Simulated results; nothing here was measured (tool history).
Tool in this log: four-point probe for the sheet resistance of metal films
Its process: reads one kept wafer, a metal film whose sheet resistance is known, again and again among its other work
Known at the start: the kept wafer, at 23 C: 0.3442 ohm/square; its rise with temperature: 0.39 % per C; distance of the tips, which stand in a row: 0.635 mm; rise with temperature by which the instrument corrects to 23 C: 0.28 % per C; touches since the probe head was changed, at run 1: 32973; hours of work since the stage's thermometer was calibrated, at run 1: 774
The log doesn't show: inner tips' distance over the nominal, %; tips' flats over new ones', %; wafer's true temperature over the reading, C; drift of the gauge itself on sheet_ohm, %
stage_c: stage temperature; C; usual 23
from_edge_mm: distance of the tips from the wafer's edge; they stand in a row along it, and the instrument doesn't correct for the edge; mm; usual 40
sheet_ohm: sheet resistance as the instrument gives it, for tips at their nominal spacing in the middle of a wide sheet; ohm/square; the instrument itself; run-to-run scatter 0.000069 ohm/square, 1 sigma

run   hour  stage_c  from_edge_mm  touches since the probe head was changed  hours of work since the stage's thermometer was calibrated  sheet_ohm
  1      0       23            40                                     32973                                                         774   0.345048
  2   18.8       23            40                                     33768                                                         788   0.345003
  3   34.9       23            40                                     34450                                                         800    0.34506
  4   47.1       23             6                                     34969                                                         809   0.346858
  5   68.9       23             6                                     35891                                                         825   0.347005
  6   97.1       23             4                                     37086                                                         846   0.349651
  7  123.3       23             4                                     38195                                                         866   0.349616
  8  152.7       23             4                                     39438                                                         887   0.349598
  9  166.9       23             4                                     40039                                                         898   0.349578
 10  196.2       23             4                                     41283                                                         919   0.349562
 11  223.8       23             4                                     42451                                                         940   0.349661
 12  254.1       23             4                                     43733                                                         962   0.349593
 13  270.9       23            40                                     44446                                                         975     0.3451
 14  289.4       23            40                                     45228                                                         988   0.345029
 15  310.4       23            53                                     46119                                                        1004   0.345058
 16  324.6       23            40                                     46719                                                        1014   0.344878
 17    352       23            40                                     47877                                                        1034   0.344927
 18  380.4       23            40                                     49081                                                        1055   0.345007
 19  393.7       23            16                                     49645                                                        1065   0.345324
 20  418.3       23            40                                     50685                                                        1083   0.344958
 21  437.4       19            40                                     51494                                                        1097   0.343729
 22  459.5       19            40                                     52432                                                        1114   0.343614
 23  487.7       19            40                                     53624                                                        1135   0.343568
 24  513.8       23             5                                     54728                                                        1154   0.347877
 25  526.3       21             8                                     55259                                                        1163   0.345449
 26  556.6       34             9                                     56541                                                        1185   0.349812
 27  586.1       23            28                                     57792                                                        1207   0.345087
 28  612.7       23            28                                     58920                                                        1227   0.345175
 29  631.6       23            28                                     59721                                                        1241   0.345151
 30  654.2       21            39                                     60676                                                        1258   0.344316
 31  674.1       21            39                                     61516                                                        1272   0.344296
 32  697.4       21             8                                     62503                                                        1289   0.345449
 33  711.3       26            12                                     63094                                                        1300   0.346539
 34  728.6       24             6                                     63825                                                        1313   0.347447
 35  741.3       27             7                                     64363                                                        1322   0.347908
 36    765       23            27                                     65367                                                        1339   0.345211
 37  792.4       23            27                                     66527                                                        1360   0.345064
 38  817.8       24            21                                     67603                                                        1378   0.345483
 39  833.2       21            40                                     68255                                                        1390   0.344173
 40  848.6       21            40                                     68909                                                        1401   0.344337
 41  864.5       27            31                                     69582                                                        1413   0.346559

Estimate the outcome of run 42 from the log above:
 42  885.6       25            23                                     70476                                                        1428          ?

{"run 42": {"sheet_ohm": 0.345806}}
The same run, on a tool lacking any hidden state, would have yielded sheet_ohm 0.344996 ohm/square.
